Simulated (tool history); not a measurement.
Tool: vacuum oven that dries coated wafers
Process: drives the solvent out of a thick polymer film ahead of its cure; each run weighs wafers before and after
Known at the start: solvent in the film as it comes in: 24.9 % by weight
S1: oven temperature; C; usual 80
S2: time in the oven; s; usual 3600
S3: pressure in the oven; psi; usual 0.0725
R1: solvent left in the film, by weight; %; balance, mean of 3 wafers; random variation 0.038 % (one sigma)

Run 1, hour 0: usual settings. Result: R1 3.1 %.
Run 2, hour 33.9: usual settings. Result: R1 3.22 %.
At hour 52.6: oven's thermocouples calibrated.
Run 3, hour 100.1: usual settings. Result: R1 3.6 %.
Run 4, hour 148.7: usual settings. Result: R1 3.56 %.
Run 5, hour 219.7: usual settings. Result: R1 3.64 %.
Run 6, hour 287.5: usual settings but S3 0.0616 psi. Result: R1 3.55 %.
Run 7, hour 325.9: usual settings but S2 2400 s. Result: R1 6.23 %.
Run 8, hour 396.3: usual settings but S2 2640 s. Result: R1 5.43 %.
Run 9, hour 461.2: usual settings. Result: R1 3.55 %.
Run 10, hour 502.6: usual settings. Result: R1 3.57 %.
Run 11, hour 540.5: usual settings but S1 90 C, S2 4260 s, S3 0.1429 psi. Result: R1 1.21 %.
Run 12, hour 605.5: usual settings but S2 4680 s, S3 0.2415 psi. Result: R1 2.92 %.
Run 13, hour 648.8: usual settings but S1 77 C, S2 2700 s, S3 0.123 psi. Result: R1 6.54 %.
Run 14, hour 711.4: usual settings but S1 77 C, S2 2700 s, S3 0.123 psi. Result: R1 6.58 %.
Run 15, hour 775.2: usual settings but S1 77 C, S2 2700 s, S3 0.123 psi. Result: R1 6.55 %.
Run 16, hour 843.2: usual settings but S1 77 C, S2 2700 s, S3 0.123 psi. Result: R1 6.47 %.
Run 17, hour 892.1: usual settings but S1 79 C, S2 1860 s, S3 0.0437 psi. Result: R1 8.28 %.
Run 18, hour 958.1: usual settings but S1 79 C, S2 1860 s, S3 0.0437 psi. Result: R1 8.21 %.
Run 19, hour 995: usual settings but S1 67 C, S3 0.1023 psi. Result: R1 7.95 %.

Hidden state or all else? Some run-to-run changes of R1, split into what the settings, what came in and random variation would give without the hidden state, and what is left for the hidden state (with any gauge scatter that isn't in both results):
The hidden state here: true wafer temperature over the reading, C; true pressure over the reading, kPa; drift of the gauge itself on solvent_pct, %.
Run 2 -> 3: oven's thermocouples calibrated. R1 +0.38 %: hidden state +0.43, all else -0.05.
Run 12 -> 13: S1 80 -> 77, S2 4680 -> 2700, S3 0.2415 -> 0.123. R1 +3.62 %: hidden state -0.02, all else +3.64.

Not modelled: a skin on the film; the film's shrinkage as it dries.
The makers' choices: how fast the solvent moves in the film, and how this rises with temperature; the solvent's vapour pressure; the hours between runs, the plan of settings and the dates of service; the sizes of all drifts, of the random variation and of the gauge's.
